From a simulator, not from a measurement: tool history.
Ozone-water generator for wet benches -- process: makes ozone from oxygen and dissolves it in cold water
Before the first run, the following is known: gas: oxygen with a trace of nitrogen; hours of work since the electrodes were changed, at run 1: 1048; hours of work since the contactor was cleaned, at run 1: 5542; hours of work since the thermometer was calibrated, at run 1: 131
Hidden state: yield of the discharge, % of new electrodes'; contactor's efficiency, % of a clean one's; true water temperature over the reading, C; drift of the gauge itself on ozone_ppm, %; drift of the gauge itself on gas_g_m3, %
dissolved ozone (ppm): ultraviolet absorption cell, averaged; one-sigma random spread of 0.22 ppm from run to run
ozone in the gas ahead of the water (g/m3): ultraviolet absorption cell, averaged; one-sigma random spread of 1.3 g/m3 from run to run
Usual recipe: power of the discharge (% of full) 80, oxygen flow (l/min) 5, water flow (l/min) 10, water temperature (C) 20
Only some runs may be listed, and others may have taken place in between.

run,hour,power of the discharge (% of full),oxygen flow (l/min),water flow (l/min),water temperature (C),hours of work since the electrodes were changed,hours of work since the contactor was cleaned,hours of work since the thermometer was calibrated,dissolved ozone (ppm),ozone in the gas ahead of the water (g/m3)
1,0,80,5,10,20,1048,5542,131,33.3,238.2
2,27.7,80,5,10,20,1069,5563,152,33.3,235.9
3,66.8,80,5,10,20,1098,5593,181,33.7,235.2
4,83.6,80,5,10,20,1111,5606,194,33.7,235.2
5,104.8,80,5.31,10,20,1127,5622,210,33.3,228.7
6,134.4,80,5.05,10,20,1149,5644,233,33.2,233.8
7,151.6,80,5,10,20,1162,5657,246,33.5,235.3
8,183.5,80,5,10,20,1187,5681,270,33.6,234.2
9,211.4,80,5,10,20,1208,5703,291,33.5,236.7
10,250.2,80,5,10,20,1237,5732,320,33.9,235
11,276.9,80,5,10,20,1257,5752,340,33.8,235.7
12,298.1,80,5,10,20,1273,5768,356,33.8,234.9
13,322.4,80,5,10,20,1292,5787,375,33.6,234.7
14,352.6,80,5,10,20,1315,5809,398,33.3,234.9
15,391.7,80,5,10,20,1344,5839,427,33.9,235.1
16,429.2,80,5,10,20,1373,5868,456,33.8,236.3
17,463.7,80,4.86,12,13,1399,5894,482,33.7,239.7
18,502.1,89,8.33,11,20,1428,5923,511,30,188.8
19,540.9,80,3.52,10,23,1457,5952,540,33.6,289.8
20,576.3,99,3.9,10,20,1484,5979,567,39.8,313.4
21,605.2,99,3.9,10,20,1506,6001,589,40.2,309.3
22,626.8,81,5,10,18,1522,6017,606,35.6,238.4
23,654.5,80,3.44,10,17,1543,6038,626,37.2,291.2
24,677.5,59,3.9,14,22,1561,6056,644,21.8,223.4
25,716.7,92,5.45,14,22,1590,6085,674,27.3,246.1
26,746.1,80,4.75,10,25,1613,6108,696,30.6,244
27,776.9,80,4.75,10,25,1636,6131,719,30.5,242.8

Forecast each of these 3 alternatives for the next run:
A,798,80,4.75,13,18,1652,6147,735,?,?
B,798,73,5,10,20,1652,6147,735,?,?
C,798,80,2.72,10,20,1652,6147,735,?,?

run,dissolved ozone (ppm),ozone in the gas ahead of the water (g/m3)
A,29.4,244.2
B,31.5,223.2
C,36.2,334.9
Without the tool's unlogged condition, the same runs would have read:
run,dissolved ozone (ppm),ozone in the gas ahead of the water (g/m3)
A,29.4,244.2
B,31.5,223.2
C,36.2,335
